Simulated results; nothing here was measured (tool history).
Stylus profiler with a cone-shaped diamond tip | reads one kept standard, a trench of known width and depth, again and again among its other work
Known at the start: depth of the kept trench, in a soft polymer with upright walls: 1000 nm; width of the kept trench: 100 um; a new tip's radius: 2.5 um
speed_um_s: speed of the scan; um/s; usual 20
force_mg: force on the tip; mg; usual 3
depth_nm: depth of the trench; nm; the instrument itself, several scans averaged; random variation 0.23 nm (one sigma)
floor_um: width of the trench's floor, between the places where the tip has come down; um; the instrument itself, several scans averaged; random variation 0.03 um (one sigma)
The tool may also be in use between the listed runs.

| run | hour | speed_um_s | force_mg | depth_nm | floor_um |
|---|---|---|---|---|---|
| 1 | 0 | 20 | 3 | 1012.8 | 95.96 |
| 2 | 64.4 | 20 | 3 | 1013.06 | 95.99 |
| 3 | 122 | 20 | 1.46 | 1008.3 | 95.96 |
| 4 | 194.1 | 20 | 3 | 1012.76 | 96.02 |
| 5 | 252.6 | 20 | 3 | 1013.19 | 95.99 |
| 6 | 307.8 | 20 | 3 | 1012.92 | 95.95 |
| 7 | 384.3 | 20 | 3 | 1012.65 | 95.95 |
| 8 | 469.3 | 20 | 3 | 1012.8 | 95.96 |
| 9 | 562.6 | 20 | 3 | 1012.68 | 95.95 |
| 10 | 631.3 | 20 | 2.71 | 1012.38 | 95.95 |
| 11 | 689.3 | 20 | 2.71 | 1012.11 | 95.94 |
| 12 | 732.1 | 20 | 2.71 | 1012.02 | 95.97 |
| 13 | 771.5 | 6 | 2.71 | 1012.28 | 96 |
| 14 | 857.2 | 11 | 6.01 | 1020.59 | 95.97 |
| 15 | 911.3 | 21 | 8.09 | 1025.08 | 96.02 |
| 16 | 989.9 | 21 | 8.09 | 1025.36 | 96 |
| 17 | 1039.4 | 7 | 2.45 | 1010.97 | 95.97 |
| 18 | 1120.9 | 20 | 4.5 | 1016.96 | 95.99 |
| 19 | 1200.5 | 28 | 7.53 | 1023.37 | 96 |
| 20 | 1260.9 | 28 | 7.53 | 1024.13 | 95.96 |
| 21 | 1322.2 | 43 | 7.53 | 1023.87 | 95.96 |
| 22 | 1402.4 | 53 | 7.56 | 1023.72 | 95.91 |

Forecast each of these 5 alternatives for the next run:
| A | 1497.4 | 77 | 7.56 | ? | ? |
| B | 1497.4 | 13 | 3 | ? | ? |
| C | 1497.4 | 16 | 1.19 | ? | ? |
| D | 1497.4 | 6 | 1.48 | ? | ? |
| E | 1497.4 | 20 | 1.08 | ? | ? |

| run | depth_nm | floor_um |
|---|---|---|
| A | 1023.78 | 95.89 |
| B | 1012.93 | 95.96 |
| C | 1007.42 | 95.87 |
| D | 1008.52 | 95.98 |
| E | 1006.43 | 95.94 |
Without the tool's hidden state the same runs would have given:
| run | depth_nm | floor_um |
|---|---|---|
| A | 1023.82 | 95.9 |
| B | 1012.97 | 95.98 |
| C | 1007.45 | 95.89 |
| D | 1008.56 | 95.99 |
| E | 1006.46 | 95.95 |
